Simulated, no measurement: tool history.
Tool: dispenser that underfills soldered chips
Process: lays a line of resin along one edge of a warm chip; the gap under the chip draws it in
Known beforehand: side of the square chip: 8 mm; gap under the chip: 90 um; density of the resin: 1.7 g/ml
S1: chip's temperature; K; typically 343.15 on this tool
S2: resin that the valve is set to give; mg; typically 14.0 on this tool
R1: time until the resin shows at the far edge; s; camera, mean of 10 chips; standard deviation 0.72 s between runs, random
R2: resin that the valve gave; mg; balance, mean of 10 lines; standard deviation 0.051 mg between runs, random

Run 1, hour 0.0: usual settings. Result: R1 82.7 s, R2 13.77 mg.
At hour 6.1: new syringe of resin.
Run 2, hour 6.6: usual settings. Result: R1 63.1 s, R2 13.84 mg.
Run 3, hour 16.5: usual settings but S2 13.9 mg. Result: R1 99.4 s, R2 13.64 mg.
At hour 18.7: new syringe of resin.
Run 4, hour 28.6: usual settings. Result: R1 98.2 s, R2 13.68 mg.
At hour 31.4: new syringe of resin.
Run 5, hour 41.5: usual settings. Result: R1 97.5 s, R2 13.62 mg.
At hour 43.6: new syringe of resin.
Run 6, hour 49.4: usual settings. Result: R1 79.7 s, R2 13.59 mg.
At hour 55.6: new syringe of resin.
Run 7, hour 63.8: usual settings. Result: R1 89.3 s, R2 13.51 mg.
At hour 68.7: new syringe of resin.
Run 8, hour 73.1: usual settings. Result: R1 76.6 s, R2 13.56 mg.
At hour 80.7: new syringe of resin.
Run 9, hour 85.4: usual settings but S1 344.15 K. Result: R1 73.7 s, R2 13.46 mg.
At hour 92.5: dispensing valve cleaned and set on the balance.
At hour 94.1: new syringe of resin.
Run 10, hour 95.4: usual settings but S1 344.15 K. Result: R1 61.6 s, R2 13.92 mg.
Run 11, hour 102.0: usual settings but S1 331.15 K. Result: R1 150.7 s, R2 13.85 mg.
At hour 106.4: new syringe of resin.
Run 12, hour 108.1: usual settings but S1 331.15 K. Result: R1 113.2 s, R2 13.84 mg.
Run 13, hour 114.6: usual settings but S1 331.15 K. Result: R1 156.1 s, R2 13.90 mg.
At hour 119.2: new syringe of resin.
Run 14, hour 123.9: usual settings but S1 331.15 K. Result: R1 128.7 s, R2 13.83 mg.
Run 15, hour 129.7: usual settings but S1 331.15 K. Result: R1 174.2 s, R2 13.75 mg.
At hour 131.8: new syringe of resin.
Run 16, hour 138.2: usual settings but S1 331.15 K. Result: R1 144.2 s, R2 13.72 mg.
At hour 144.2: new syringe of resin.
Run 17, hour 144.2: usual settings. Result: R1 60.0 s, R2 13.71 mg.
Run 18, hour 151.4: usual settings. Result: R1 84.2 s, R2 13.72 mg.
At hour 157.2: new syringe of resin.
Run 19, hour 163.4: usual settings but S1 349.15 K. Result: R1 61.9 s, R2 13.57 mg.
At hour 169.5: new syringe of resin.
Run 20, hour 170.5: usual settings but S1 346.15 K. Result: R1 55.6 s, R2 13.61 mg.
Run 21, hour 180.7: usual settings but S1 346.15 K. Result: R1 91.0 s, R2 13.56 mg.
At hour 181.7: new syringe of resin.
Run 22, hour 187.3: usual settings but S2 18.1 mg. Result: R1 75.4 s, R2 17.55 mg.
At hour 194.1: new syringe of resin.
Run 23, hour 201.5: usual settings but S2 18.1 mg. Result: R1 82.1 s, R2 17.40 mg.
At hour 206.4: new syringe of resin.
At hour 212.3: dispensing valve cleaned and set on the balance.
Run 24, hour 212.3: usual settings but S2 18.1 mg. Result: R1 70.6 s, R2 18.25 mg.
At hour 220.3: new syringe of resin.
Run 25, hour 223.1: usual settings but S1 344.15 K, S2 12.0 mg. Result: R1 67.7 s, R2 12.00 mg.
Run 26, hour 230.5: usual settings but S1 347.15 K, S2 15.0 mg. Result: R1 79.9 s, R2 15.07 mg.
At hour 233.0: new syringe of resin.
Run 27, hour 243.1: usual settings but S1 347.15 K, S2 15.0 mg. Result: R1 79.1 s, R2 14.89 mg.
At hour 245.3: new syringe of resin.
Run 28, hour 250.0: usual settings but S1 347.15 K, S2 15.0 mg. Result: R1 61.6 s, R2 14.84 mg.
At hour 257.7: new syringe of resin.
Run 29, hour 262.8: usual settings but S1 341.15 K, S2 12.8 mg. Result: R1 85.6 s, R2 12.62 mg.
At hour 270.5: new syringe of resin.
Run 30, hour 271.8: usual settings but S1 341.15 K, S2 12.8 mg. Result: R1 70.5 s, R2 12.63 mg.
Run 31, hour 282.1: usual settings but S1 332.15 K. Result: R1 175.7 s, R2 13.71 mg.
At hour 283.2: new syringe of resin.
Run 32, hour 289.0: usual settings but S1 332.15 K. Result: R1 128.5 s, R2 13.65 mg.
At hour 295.4: new syringe of resin.
Run 33, hour 303.0: usual settings but S1 352.15 K, S2 13.3 mg. Result: R1 58.9 s, R2 12.86 mg.
At hour 308.3: new syringe of resin.
Run 34, hour 314.4: usual settings but S1 352.15 K, S2 13.3 mg. Result: R1 53.8 s, R2 12.75 mg.
At hour 320.4: new syringe of resin.
Run 35, hour 325.2: usual settings but S1 345.15 K, S2 16.6 mg. Result: R1 65.5 s, R2 16.05 mg.
At hour 331.8: dispensing valve cleaned and set on the balance.
Run 36, hour 332.9: usual settings but S1 329.15 K, S2 16.8 mg. Result: R1 192.2 s, R2 16.79 mg.

Alternative continuations, all from the tool just after run 36; predict every row:
At hour 333.9: new syringe of resin.
Run A, hour 341.7: usual settings but S1 356.15 K, S2 16.8 mg. Result: R1 ?, R2 ?.
At hour 333.9: new syringe of resin.
Run B, hour 341.7: usual settings but S1 331.15 K, S2 16.8 mg. Result: R1 ?, R2 ?.
At hour 333.9: new syringe of resin.
Run C, hour 341.7: usual settings but S1 346.15 K, S2 12.0 mg. Result: R1 ?, R2 ?.

run     R1     R2
  A   47.7  16.76
  B  144.1  16.79
  C   77.3  11.99
Without the tool's unlogged condition, the same runs would have read:
run     R1     R2
  A   36.4  16.78
  B  111.3  16.82
  C   59.1  12.01
